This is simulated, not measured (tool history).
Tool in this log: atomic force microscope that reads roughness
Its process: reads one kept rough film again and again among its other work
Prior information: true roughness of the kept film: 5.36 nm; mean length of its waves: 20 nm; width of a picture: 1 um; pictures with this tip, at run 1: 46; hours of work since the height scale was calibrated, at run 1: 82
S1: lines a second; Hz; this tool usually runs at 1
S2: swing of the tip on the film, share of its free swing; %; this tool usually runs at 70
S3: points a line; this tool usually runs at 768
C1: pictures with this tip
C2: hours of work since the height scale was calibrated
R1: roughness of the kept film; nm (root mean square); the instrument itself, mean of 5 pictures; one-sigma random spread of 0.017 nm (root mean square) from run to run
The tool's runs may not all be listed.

run	hour	S1	S2	S3	C1	C2	R1
1	0	1	70	768	46	82	3.855
2	73	1	68	768	151	118	3.487
# hour 153: new tip fitted
3	153.1	1	68	768	0	157	4.041
4	217.3	1	68	768	93	189	3.654
5	260	1	68	768	155	210	3.444
6	314.8	1	68	768	234	237	3.18
# hour 334.3: new tip fitted
7	357.9	1	68	768	34	258	3.868
8	415.8	1	68	768	118	286	3.56
9	473.4	1	68	768	201	315	3.28
10	510	1	68	768	254	333	3.128
# hour 514: new tip fitted
11	563.9	1.37	57	768	72	359	3.749
12	623.9	1.37	57	768	159	389	3.403
# hour 630.7: height scale calibrated on a step standard
# hour 694.1: new tip fitted
13	704.8	1.37	57	768	15	36	4.018
14	762.2	0.99	63	472	98	65	3.635
15	822.7	0.83	80	1006	186	94	3.278
# hour 852.7: height scale calibrated on a step standard, once more
16	862.1	1	61	768	242	5	3.214
# hour 875.2: new tip fitted
17	928.5	1	61	768	77	37	3.741
18	982.7	0.61	63	768	156	64	3.482
# hour 1059.2: new tip fitted
19	1068.7	0.61	63	768	14	106	4.062

Subtracting, for every run, the result it would have given without the tool's unlogged condition from the measured result gives the following. The same run-to-run variation enters both numbers; the gauge's scatter may not:
Hidden state present: radius of the tip, nm; height scale over the true one, %; drift of the gauge itself on roughness_nm, %.
run	R1
1	-0.228
2	-0.605
3	-0.035
4	-0.435
5	-0.639
6	-0.884
7	-0.221
8	-0.534
9	-0.816
10	-0.981
11	-0.384
12	-0.705
13	-0.099
14	-0.445
15	-0.743
16	-0.905
17	-0.375
18	-0.663
19	-0.095
